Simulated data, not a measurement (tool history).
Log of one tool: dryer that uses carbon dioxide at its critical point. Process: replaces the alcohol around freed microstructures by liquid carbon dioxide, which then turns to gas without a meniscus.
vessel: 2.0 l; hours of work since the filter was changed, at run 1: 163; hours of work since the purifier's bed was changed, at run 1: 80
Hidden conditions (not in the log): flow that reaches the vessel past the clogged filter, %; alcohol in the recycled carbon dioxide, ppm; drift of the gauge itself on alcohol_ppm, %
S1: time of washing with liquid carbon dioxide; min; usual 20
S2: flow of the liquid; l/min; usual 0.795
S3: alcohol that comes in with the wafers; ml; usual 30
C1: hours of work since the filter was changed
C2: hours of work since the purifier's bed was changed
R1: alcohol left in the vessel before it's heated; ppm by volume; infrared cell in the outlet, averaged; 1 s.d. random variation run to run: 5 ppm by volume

run	day	S1	S2	S3	C1	C2	R1
1	0	20	0.795	30	163	80	49
2	0.475	20	0.795	30	169	86	40
3	0.729	20	0.795	30	172	89	48
4	1.179	20	0.795	30	177	94	42
5	1.483	20	0.795	30	181	98	55
6	2.033	20	0.795	30	188	104	37
7	2.308	20	0.795	50	191	108	70
8	2.783	20	0.795	50	197	113	68
9	3.054	14	0.795	50	200	117	321
10	3.521	18	0.795	30	205	122	75
11	3.912	18	1.003	30	210	127	40
12	4.312	18	1.003	30	215	132	30
13	4.804	18	1.003	30	221	138	41
14	5.154	18	1.003	30	225	142	35
15	5.558	20	0.795	30	230	147	54
16	6.1	20	0.795	30	236	153	57
17	6.425	20	1.331	30	240	157	19
18	6.921	20	0.795	93	246	163	115
19	7.388	20	1.014	93	252	168	49
20	7.95	20	1.014	93	259	175	40
21	8.471	20	1.014	93	265	181	44
22	8.879	20	1.014	93	270	186	43
23	9.288	20	1.014	93	275	191	46
24	9.675	20	1.014	93	279	196	43
25	10.121	20	1.014	93	285	201	46
26	10.362	20	1.014	93	287	204	45
27	10.642	14	0.795	43	291	207	321
28	10.879	14	0.795	43	294	210	315
29	11.279	20	0.931	71	298	215	43
30	11.596	17	0.931	103	302	219	138
31	12.167	26	0.795	24	309	226	35
32	12.738	15	0.697	57	316	233	505
33	13.108	15	0.697	57	320	237	529
34	13.633	15	0.697	57	327	243	543
35	13.95	31	0.531	39	330	247	68
36	14.429	20	1.249	49	336	253	33
37	14.883	23	0.487	54	342	258	377
38	15.362	12	0.524	102	347	264	4457
39	15.875	12	0.524	102	354	270	4513
40	16.308	20	0.649	30	359	275	140
41	16.625	18	0.795	53	363	279	149
42	17.154	26	0.588	23	369	286	69
43	17.712	20	0.606	27	376	292	160
44	18.175	15	0.606	95	381	298	1441
45	18.596	24	0.795	30	386	303	48
46	19.062	24	0.795	30	392	308	47

What if the next run were any one of these 4? Each begins from the tool's condition after run 46:
A	19.488	24	0.732	28	397	313	?
B	19.488	20	0.822	103	397	313	?
C	19.488	23	0.795	32	397	313	?
D	19.488	14	1.109	77	397	313	?

run	R1
A	49
B	142
C	57
D	139
Stripped of hidden state, with their random variation kept, the same runs would have yielded:
run	R1
A	9
B	81
C	17
D	77
